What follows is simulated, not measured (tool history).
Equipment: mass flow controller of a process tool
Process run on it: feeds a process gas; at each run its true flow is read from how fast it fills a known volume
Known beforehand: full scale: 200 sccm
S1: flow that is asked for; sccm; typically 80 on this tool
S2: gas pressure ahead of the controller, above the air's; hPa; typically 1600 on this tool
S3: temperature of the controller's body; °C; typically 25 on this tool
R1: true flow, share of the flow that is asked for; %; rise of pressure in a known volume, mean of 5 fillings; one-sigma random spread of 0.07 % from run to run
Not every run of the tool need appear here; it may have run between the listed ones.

{"run": 1, "hour": 0.0, "S1": 80, "S2": 1600, "S3": 25, "R1": 97.55}
{"run": 2, "hour": 52.4, "S1": 80, "S2": 1600, "S3": 25, "R1": 97.36}
{"run": 3, "hour": 150.7, "S1": 80, "S2": 1600, "S3": 33, "R1": 96.72}
{"run": 4, "hour": 268.5, "S1": 80, "S2": 2180, "S3": 25, "R1": 97.8}
{"run": 5, "hour": 344.2, "S1": 80, "S2": 2180, "S3": 25, "R1": 97.82}
{"run": 6, "hour": 436.8, "S1": 58, "S2": 1600, "S3": 25, "R1": 96.8}
{"run": 7, "hour": 502.3, "S1": 58, "S2": 1600, "S3": 25, "R1": 96.7}
{"run": 8, "hour": 602.6, "S1": 80, "S2": 1600, "S3": 25, "R1": 97.46}
{"run": 9, "hour": 693.2, "S1": 80, "S2": 1600, "S3": 27, "R1": 97.27}
{"run": 10, "hour": 753.8, "S1": 80, "S2": 1600, "S3": 27, "R1": 97.31}
{"run": 11, "hour": 817.2, "S1": 80, "S2": 1600, "S3": 24, "R1": 97.49}
{"run": 12, "hour": 897.6, "S1": 80, "S2": 1600, "S3": 24, "R1": 97.61}
{"run": 13, "hour": 974.3, "S1": 80, "S2": 1600, "S3": 24, "R1": 97.47}
{"run": 14, "hour": 1059.5, "S1": 80, "S2": 1600, "S3": 24, "R1": 97.45}
{"run": 15, "hour": 1169.2, "S1": 80, "S2": 1600, "S3": 36, "R1": 96.51}
{"run": 16, "hour": 1257.7, "S1": 80, "S2": 1600, "S3": 36, "R1": 96.35}
{"run": 17, "hour": 1368.6, "S1": 80, "S2": 1600, "S3": 36, "R1": 96.47}
{"run": 18, "hour": 1469.0, "S1": 80, "S2": 1600, "S3": 36, "R1": 96.35}
{"run": 19, "hour": 1582.1, "S1": 80, "S2": 1600, "S3": 25, "R1": 97.44}
{"run": 20, "hour": 1652.3, "S1": 80, "S2": 1600, "S3": 25, "R1": 97.52}
{"run": 21, "hour": 1721.6, "S1": 80, "S2": 1600, "S3": 27, "R1": 97.24}
{"run": 22, "hour": 1829.5, "S1": 80, "S2": 1600, "S3": 27, "R1": 97.4}
{"run": 23, "hour": 1879.7, "S1": 80, "S2": 1600, "S3": 27, "R1": 97.34}
{"run": 24, "hour": 1956.0, "S1": 80, "S2": 1600, "S3": 27, "R1": 97.34}
{"run": 25, "hour": 2015.0, "S1": 33, "S2": 1710, "S3": 31, "R1": 95.02}
{"run": 26, "hour": 2087.0, "S1": 33, "S2": 2430, "S3": 24, "R1": 96.0}
{"run": 27, "hour": 2157.5, "S1": 151, "S2": 1970, "S3": 21, "R1": 99.82}
{"run": 28, "hour": 2212.2, "S1": 151, "S2": 1970, "S3": 21, "R1": 99.96}
{"run": 29, "hour": 2300.8, "S1": 151, "S2": 1970, "S3": 21, "R1": 99.94}
{"hour": 2311.0, "done": "controller's zero set anew"}
{"run": 30, "hour": 2402.6, "S1": 79, "S2": 2400, "S3": 36, "R1": 96.58}
{"run": 31, "hour": 2483.1, "S1": 119, "S2": 2210, "S3": 20, "R1": 99.24}
{"run": 32, "hour": 2569.9, "S1": 119, "S2": 2210, "S3": 20, "R1": 99.28}
{"run": 33, "hour": 2670.0, "S1": 119, "S2": 2210, "S3": 20, "R1": 99.39}
{"hour": 2718.8, "done": "controller's zero set anew, once more"}
{"run": 34, "hour": 2730.7, "S1": 119, "S2": 2210, "S3": 20, "R1": 100.14}
{"run": 35, "hour": 2809.4, "S1": 119, "S2": 1560, "S3": 40, "R1": 97.62}
{"run": 36, "hour": 2862.1, "S1": 33, "S2": 2180, "S3": 25, "R1": 97.87}
{"run": 37, "hour": 2969.4, "S1": 33, "S2": 2180, "S3": 25, "R1": 97.94}
{"run": 38, "hour": 3045.5, "S1": 27, "S2": 1460, "S3": 25, "R1": 97.16}
{"run": 39, "hour": 3152.3, "S1": 64, "S2": 1550, "S3": 34, "R1": 97.36}
{"run": 40, "hour": 3223.4, "S1": 80, "S2": 1620, "S3": 35, "R1": 97.6}
{"run": 41, "hour": 3312.4, "S1": 80, "S2": 1620, "S3": 35, "R1": 97.6}
{"run": 42, "hour": 3365.2, "S1": 80, "S2": 1620, "S3": 35, "R1": 97.6}
{"run": 43, "hour": 3460.7, "S1": 80, "S2": 1620, "S3": 35, "R1": 97.65}
{"run": 44, "hour": 3575.9, "S1": 80, "S2": 1620, "S3": 35, "R1": 97.73}
{"run": 45, "hour": 3667.2, "S1": 58, "S2": 2340, "S3": 39, "R1": 97.34}
{"run": 46, "hour": 3757.6, "S1": 43, "S2": 2390, "S3": 26, "R1": 98.07}
{"run": 47, "hour": 3871.7, "S1": 50, "S2": 2760, "S3": 21, "R1": 98.94}
{"run": 48, "hour": 3982.8, "S1": 50, "S2": 2760, "S3": 21, "R1": 98.97}

Branching from run 48: 4 alternative next runs. What would each branch give?
{"run": "A", "hour": 4094.6, "S1": 39, "S2": 1980, "S3": 37, "R1": "?"}
{"run": "B", "hour": 4094.6, "S1": 60, "S2": 2120, "S3": 21, "R1": "?"}
{"run": "C", "hour": 4094.6, "S1": 140, "S2": 1600, "S3": 22, "R1": "?"}
{"run": "D", "hour": 4094.6, "S1": 47, "S2": 2760, "S3": 21, "R1": "?"}

run=A R1=96.64
run=B R1=98.91
run=C R1=100.05
run=D R1=99.03
What these runs would have given with no unlogged condition in the tool:
run=A R1=96.01
run=B R1=98.03
run=C R1=98.90
run=D R1=98.28
